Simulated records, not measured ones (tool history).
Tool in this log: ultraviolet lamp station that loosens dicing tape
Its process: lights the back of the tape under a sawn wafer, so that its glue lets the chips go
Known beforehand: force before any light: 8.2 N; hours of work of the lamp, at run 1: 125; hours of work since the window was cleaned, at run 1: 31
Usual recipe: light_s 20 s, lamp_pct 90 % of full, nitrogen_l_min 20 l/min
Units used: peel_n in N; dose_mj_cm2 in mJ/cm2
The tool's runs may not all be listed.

run	hour	light_s	lamp_pct	nitrogen_l_min	hours of work of the lamp	hours of work since the window was cleaned	peel_n	dose_mj_cm2
1	0	20	90	20	125	31	0.29	256
2	8.1	20	90	20	130	36	0.286	261
3	19.6	20	90	20	137	43	0.277	263
4	26.9	20	63	20	142	48	0.482	186
5	36.3	20	90	20	148	54	0.288	259
6	48.5	20	90	20	155	61	0.289	262
7	55.7	20	90	20	160	66	0.282	261
8	67.4	20	90	20	167	73	0.276	259
9	72.8	20	90	20	171	77	0.276	262
10	80	20	90	20	175	81	0.278	262
11	88.1	20	90	20	180	86	0.277	258
12	95.9	20	90	20	185	91	0.292	258
13	102.9	20	90	20	190	96	0.283	262
14	113.5	20	90	20	196	102	0.282	260
15	124.9	20	90	20	203	109	0.283	265
16	131.8	21	90	20	208	114	0.27	274
17	143.2	18	87	20	215	121	0.344	228
18	151.6	18	87	20	220	126	0.335	228
19	158.3	18	87	20	225	130	0.351	222
20	169.3	13	84	9	232	137	1.081	162
21	178	13	84	9	237	143	1.075	159

Below are 3 alternative next runs, each starting from the tool's condition after run 21. Predict each:
A	188.4	16	90	23	244	149	?	?
B	188.4	36	77	39	244	149	?	?
C	188.4	20	79	38	244	149	?	?

run	peel_n	dose_mj_cm2
A	0.359	205
B	0.228	403
C	0.266	232
With no hidden state in the tool, these same runs would have given:
run	peel_n	dose_mj_cm2
A	0.359	205
B	0.228	403
C	0.266	232

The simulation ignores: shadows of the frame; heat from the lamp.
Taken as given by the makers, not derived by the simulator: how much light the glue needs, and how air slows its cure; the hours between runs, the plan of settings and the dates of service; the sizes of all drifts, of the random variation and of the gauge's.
